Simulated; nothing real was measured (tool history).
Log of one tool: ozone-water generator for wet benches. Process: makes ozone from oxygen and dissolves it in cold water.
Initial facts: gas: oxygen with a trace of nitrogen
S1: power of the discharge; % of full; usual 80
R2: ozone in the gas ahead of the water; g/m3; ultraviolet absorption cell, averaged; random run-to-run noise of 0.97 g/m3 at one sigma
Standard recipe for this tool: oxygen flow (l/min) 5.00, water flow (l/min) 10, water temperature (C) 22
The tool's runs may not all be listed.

run 1 hour=0.0 | S1=80 oxygen_flow_(l/min)=5.00 water_flow_(l/min)=10 water_temperature_(C)=22 | dissolved_ozone_(ppm)=16.5 R2=156.3
run 2 hour=97.9 | S1=80 oxygen_flow_(l/min)=5.00 water_flow_(l/min)=10 water_temperature_(C)=22 | dissolved_ozone_(ppm)=16.5 R2=155.0
run 3 hour=172.2 | S1=80 oxygen_flow_(l/min)=5.00 water_flow_(l/min)=10 water_temperature_(C)=22 | dissolved_ozone_(ppm)=16.5 R2=157.2
run 4 hour=233.5 | S1=80 oxygen_flow_(l/min)=5.00 water_flow_(l/min)=10 water_temperature_(C)=22 | dissolved_ozone_(ppm)=16.3 R2=156.4
run 5 hour=305.2 | S1=80 oxygen_flow_(l/min)=5.00 water_flow_(l/min)=10 water_temperature_(C)=22 | dissolved_ozone_(ppm)=16.4 R2=155.1
run 6 hour=405.1 | S1=80 oxygen_flow_(l/min)=5.00 water_flow_(l/min)=10 water_temperature_(C)=22 | dissolved_ozone_(ppm)=16.1 R2=154.6
-- hour=417.4 contactor cleaned
run 7 hour=499.2 | S1=80 oxygen_flow_(l/min)=5.00 water_flow_(l/min)=10 water_temperature_(C)=23 | dissolved_ozone_(ppm)=15.7 R2=157.1
run 8 hour=599.7 | S1=87 oxygen_flow_(l/min)=5.00 water_flow_(l/min)=6 water_temperature_(C)=23 | dissolved_ozone_(ppm)=24.3 R2=166.6
run 9 hour=657.6 | S1=58 oxygen_flow_(l/min)=4.58 water_flow_(l/min)=7 water_temperature_(C)=28 | dissolved_ozone_(ppm)=14.7 R2=125.4
run 10 hour=752.5 | S1=78 oxygen_flow_(l/min)=5.41 water_flow_(l/min)=12 water_temperature_(C)=16 | dissolved_ozone_(ppm)=14.4 R2=143.4
run 11 hour=843.2 | S1=78 oxygen_flow_(l/min)=5.41 water_flow_(l/min)=12 water_temperature_(C)=16 | dissolved_ozone_(ppm)=14.4 R2=143.7
run 12 hour=933.7 | S1=80 oxygen_flow_(l/min)=4.27 water_flow_(l/min)=16 water_temperature_(C)=22 | dissolved_ozone_(ppm)=10.5 R2=168.4
-- hour=954.8 contactor cleaned, once more
run 13 hour=1034.0 | S1=80 oxygen_flow_(l/min)=7.77 water_flow_(l/min)=9 water_temperature_(C)=18 | dissolved_ozone_(ppm)=17.0 R2=117.1

Consider 3 possible next runs. They are alternatives, not a sequence: every one starts from the tool as it was left by run 13. What does each give?
run A hour=1130.8 | S1=88 oxygen_flow_(l/min)=2.96 water_flow_(l/min)=9 water_temperature_(C)=18 | dissolved_ozone_(ppm)=? R2=?
run B hour=1130.8 | S1=80 oxygen_flow_(l/min)=7.77 water_flow_(l/min)=9 water_temperature_(C)=14 | dissolved_ozone_(ppm)=? R2=?
run C hour=1130.8 | S1=80 oxygen_flow_(l/min)=2.61 water_flow_(l/min)=13 water_temperature_(C)=20 | dissolved_ozone_(ppm)=? R2=?

run=A dissolved_ozone_(ppm)=23.2 R2=225.6
run=B dissolved_ozone_(ppm)=18.9 R2=117.5
run=C dissolved_ozone_(ppm)=14.1 R2=226.2
With no hidden state in the tool, these same runs would have given:
run=A dissolved_ozone_(ppm)=25.4 R2=245.5
run=B dissolved_ozone_(ppm)=20.6 R2=127.1
run=C dissolved_ozone_(ppm)=15.3 R2=244.7
